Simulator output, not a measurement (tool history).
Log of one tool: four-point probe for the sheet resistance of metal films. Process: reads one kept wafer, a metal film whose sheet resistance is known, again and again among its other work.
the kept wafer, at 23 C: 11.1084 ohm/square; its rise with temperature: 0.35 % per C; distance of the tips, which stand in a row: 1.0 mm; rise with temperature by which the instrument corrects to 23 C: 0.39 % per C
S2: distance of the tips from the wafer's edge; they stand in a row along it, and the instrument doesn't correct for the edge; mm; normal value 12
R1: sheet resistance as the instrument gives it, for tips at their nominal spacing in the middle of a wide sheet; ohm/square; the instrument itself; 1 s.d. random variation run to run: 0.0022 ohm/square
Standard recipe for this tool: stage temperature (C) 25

Run 1, hour 0.0: usual settings. Result: R1 11.138153 ohm/square.
Run 2, hour 45.6: usual settings but S2 8 mm. Result: R1 11.192611 ohm/square.
Run 3, hour 100.7: usual settings but S2 13 mm. Result: R1 11.137612 ohm/square.
Run 4, hour 144.4: usual settings but S2 13 mm. Result: R1 11.135324 ohm/square.
Run 5, hour 182.6: usual settings. Result: R1 11.137988 ohm/square.
Run 6, hour 241.0: usual settings. Result: R1 11.140752 ohm/square.
Run 7, hour 326.7: usual settings. Result: R1 11.141594 ohm/square.
Run 8, hour 373.5: usual settings but S2 23 mm. Result: R1 11.109336 ohm/square.
Run 9, hour 448.2: usual settings but stage temperature (C) 31. Result: R1 11.121078 ohm/square.
Run 10, hour 511.6: usual settings but stage temperature (C) 31. Result: R1 11.120480 ohm/square.
Run 11, hour 564.1: usual settings but stage temperature (C) 31. Result: R1 11.119682 ohm/square.
Run 12, hour 649.0: usual settings but stage temperature (C) 31. Result: R1 11.117285 ohm/square.
Run 13, hour 736.5: usual settings but stage temperature (C) 31. Result: R1 11.120652 ohm/square.
Run 14, hour 827.4: usual settings. Result: R1 11.143039 ohm/square.
Run 15, hour 866.2: usual settings. Result: R1 11.143379 ohm/square.
Run 16, hour 903.5: usual settings. Result: R1 11.146900 ohm/square.
Run 17, hour 988.8: usual settings but stage temperature (C) 26, S2 28 mm. Result: R1 11.103524 ohm/square.
Run 18, hour 1052.4: usual settings but stage temperature (C) 26. Result: R1 11.138435 ohm/square.
Run 19, hour 1123.2: usual settings but stage temperature (C) 29, S2 55 mm. Result: R1 11.084280 ohm/square.

What will run 20 give?
Run 20, hour 1214.1: usual settings but S2 33 mm. Result: R1 ?.

R1: 11.101090 ohm/square
Without the tool's hidden state the same run would have given R1 11.102300 ohm/square.

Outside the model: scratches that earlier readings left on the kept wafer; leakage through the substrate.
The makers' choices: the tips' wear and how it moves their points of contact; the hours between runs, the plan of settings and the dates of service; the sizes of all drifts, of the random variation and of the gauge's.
